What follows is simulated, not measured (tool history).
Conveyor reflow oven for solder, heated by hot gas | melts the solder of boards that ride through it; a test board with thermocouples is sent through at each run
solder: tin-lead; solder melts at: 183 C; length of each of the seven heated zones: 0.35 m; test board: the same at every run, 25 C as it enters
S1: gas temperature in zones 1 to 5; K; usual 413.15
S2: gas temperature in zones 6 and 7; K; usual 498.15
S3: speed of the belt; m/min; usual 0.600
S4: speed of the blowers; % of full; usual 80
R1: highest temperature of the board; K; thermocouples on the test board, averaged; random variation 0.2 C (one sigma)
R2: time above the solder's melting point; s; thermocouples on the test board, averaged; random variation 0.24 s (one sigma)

Run 1, day 0.000: usual settings. Result: R1 480.95 K, R2 45.3 s.
Run 2, day 0.771: usual settings. Result: R1 481.05 K, R2 45.5 s.
Run 3, day 1.592: usual settings. Result: R1 481.15 K, R2 45.1 s.
Run 4, day 3.104: usual settings. Result: R1 480.45 K, R2 45.2 s.
Run 5, day 3.838: usual settings but S3 0.565 m/min. Result: R1 482.55 K, R2 50.2 s.
Run 6, day 5.358: usual settings but S3 0.565 m/min. Result: R1 482.35 K, R2 50.1 s.
Run 7, day 6.421: usual settings but S3 0.565 m/min. Result: R1 482.35 K, R2 49.6 s.
Run 8, day 7.146: usual settings but S2 495.15 K. Result: R1 478.15 K, R2 42.4 s.
At day 7.767: flux residue cleaned out of gas plates and filters.
Run 9, day 8.879: usual settings but S2 495.15 K. Result: R1 479.05 K, R2 44.0 s.
Run 10, day 10.175: usual settings but S2 495.15 K. Result: R1 479.85 K, R2 43.5 s.
Run 11, day 11.200: usual settings but S2 495.15 K. Result: R1 479.35 K, R2 43.4 s.
Run 12, day 12.262: usual settings but S2 495.15 K. Result: R1 479.05 K, R2 43.7 s.
Run 13, day 13.100: usual settings but S2 495.15 K. Result: R1 479.15 K, R2 43.0 s.
Run 14, day 14.183: usual settings but S1 408.15 K. Result: R1 480.15 K, R2 42.9 s.
Run 15, day 15.054: usual settings but S1 408.15 K, S2 503.15 K. Result: R1 484.25 K, R2 46.9 s.
Run 16, day 16.467: usual settings but S1 420.15 K, S2 503.15 K. Result: R1 486.55 K, R2 52.6 s.
Run 17, day 17.817: usual settings but S1 425.15 K, S3 0.574 m/min. Result: R1 484.75 K, R2 56.5 s.
Run 18, day 18.529: usual settings but S1 425.15 K, S3 0.574 m/min. Result: R1 484.75 K, R2 56.3 s.
Run 19, day 19.575: usual settings but S2 508.15 K, S3 0.582 m/min. Result: R1 490.65 K, R2 54.6 s.
Run 20, day 20.338: usual settings but S1 409.15 K. Result: R1 480.35 K, R2 43.3 s.
At day 21.004: flux residue cleaned out of gas plates and filters.
Run 21, day 22.133: usual settings but S1 408.15 K, S2 493.15 K, S3 0.660 m/min, S4 72 % of full. Result: R1 471.05 K, R2 27.9 s.
Run 22, day 23.071: usual settings but S1 421.15 K, S2 493.15 K, S3 0.660 m/min, S4 72 % of full. Result: R1 474.35 K, R2 36.1 s.
Run 23, day 23.825: usual settings but S1 423.15 K, S3 0.659 m/min. Result: R1 481.15 K, R2 44.3 s.
Run 24, day 24.471: usual settings but S1 422.15 K, S3 0.572 m/min, S4 65 % of full. Result: R1 480.65 K, R2 50.4 s.
Run 25, day 25.625: usual settings but S1 422.15 K, S3 0.572 m/min, S4 65 % of full. Result: R1 480.95 K, R2 50.1 s.
Run 26, day 26.471: usual settings but S3 0.493 m/min, S4 52 % of full. Result: R1 478.45 K, R2 51.4 s.
Run 27, day 27.521: usual settings but S1 425.15 K, S2 490.15 K, S3 0.591 m/min. Result: R1 477.45 K, R2 47.6 s.
Run 28, day 28.296: usual settings but S1 401.15 K, S2 495.15 K. Result: R1 476.35 K, R2 37.2 s.
Run 29, day 29.371: usual settings but S1 401.15 K, S2 495.15 K. Result: R1 476.55 K, R2 37.2 s.
Run 30, day 30.771: usual settings but S1 405.15 K, S2 493.15 K, S3 0.690 m/min, S4 89 % of full. Result: R1 473.25 K, R2 29.5 s.
Run 31, day 32.250: usual settings but S3 0.500 m/min, S4 62 % of full. Result: R1 481.55 K, R2 55.1 s.
Run 32, day 33.012: usual settings but S4 65 % of full. Result: R1 476.45 K, R2 39.1 s.

Forecast each of these 3 alternatives for the next run:
At day 34.275: flux residue cleaned out of gas plates and filters.
Run A, day 34.300: usual settings but S2 496.15 K, S4 57 % of full. Result: R1 ?, R2 ?.
At day 34.275: flux residue cleaned out of gas plates and filters.
Run B, day 34.300: usual settings but S1 404.15 K. Result: R1 ?, R2 ?.
At day 34.275: flux residue cleaned out of gas plates and filters.
Run C, day 34.300: usual settings but S2 505.15 K, S4 79 % of full. Result: R1 ?, R2 ?.

run      R1    R2
  A  473.05  34.1
  B  480.15  41.6
  C  487.65  50.8
Without the tool's hidden state the same runs would have given:
run      R1    R2
  A  472.25  32.6
  B  479.45  40.4
  C  486.95  49.6
